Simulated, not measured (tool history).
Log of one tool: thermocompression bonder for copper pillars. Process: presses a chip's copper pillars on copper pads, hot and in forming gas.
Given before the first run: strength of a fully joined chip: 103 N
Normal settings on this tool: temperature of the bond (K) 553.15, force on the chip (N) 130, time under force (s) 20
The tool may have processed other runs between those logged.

run	hour	temperature of the bond (K)	force on the chip (N)	time under force (s)	force that shears a chip off (N)
1	0.0	553.15	130	20	67.9
2	12.4	553.15	130	20	68.8
3	28.1	553.15	130	20	68.3
4	43.9	553.15	130	51	85.0
5	64.6	540.15	130	20	59.0
6	79.5	540.15	130	20	58.3
7	98.9	540.15	130	20	60.5
8	111.0	540.15	130	20	57.9
9	125.8	553.15	130	44	81.4
10	138.7	553.15	130	44	82.7
11	159.2	543.15	130	20	60.9
12	178.6	543.15	130	20	65.5
13	198.9	543.15	130	20	63.5
14	215.5	553.15	130	40	82.0
15	233.3	553.15	130	40	82.5
16	250.7	553.15	130	40	82.3
17	268.6	553.15	130	20	71.7
18	291.0	553.15	130	20	60.3
19	302.2	553.15	130	20	59.7
20	320.2	553.15	130	20	57.1
21	330.6	560.15	81	33	57.8
22	347.5	560.15	98	33	65.4
23	362.0	560.15	98	33	63.9
24	375.3	542.15	140	51	69.3
25	388.8	581.15	130	16	73.7
26	401.0	537.15	93	26	41.9
27	418.0	573.15	130	39	83.4
28	429.6	577.15	79	14	52.0
29	445.7	577.15	79	14	54.2
30	454.8	534.15	121	13	36.5
31	465.6	582.15	92	54	83.3
32	476.8	542.15	100	20	43.1
33	492.3	536.15	169	20	52.1
34	506.5	553.15	147	57	78.0
35	527.2	553.15	156	36	72.9
36	548.8	553.15	156	36	79.4
37	557.8	553.15	156	36	79.9
38	576.1	553.15	182	35	82.2
39	596.2	568.15	136	38	82.8

The log once held 3 entries between its listed runs, left out of this copy. Where does each go, and what is different about the tool's unlogged condition between the listed run before it and the listed run after it?
Between runs 11 and 12: heater calibrated with a thermocouple chip (hour 162.7)
  true temperature of the bond over the reading, C: 11.3 -> 17.4; oxide that the forming gas leaves, % of the face: 3.03 -> 3.3
  what was measured, less what the result would be without the hidden state, force that shears a chip off (N): +6.9 -> +11.4
Between runs 17 and 18: heater calibrated with a thermocouple chip, once more (hour 290.3)
  true temperature of the bond over the reading, C: 17.9 -> 1.4; oxide that the forming gas leaves, % of the face: 4.57 -> 4.91
  what was measured, less what the result would be without the hidden state, force that shears a chip off (N): +10.0 -> -2.1
Between runs 35 and 36: forming gas filter changed (hour 529.4)
  true temperature of the bond over the reading, C: 2.6 -> 2.7; oxide that the forming gas leaves, % of the face: 8.27 -> 1
  what was measured, less what the result would be without the hidden state, force that shears a chip off (N): -4.9 -> +1.1
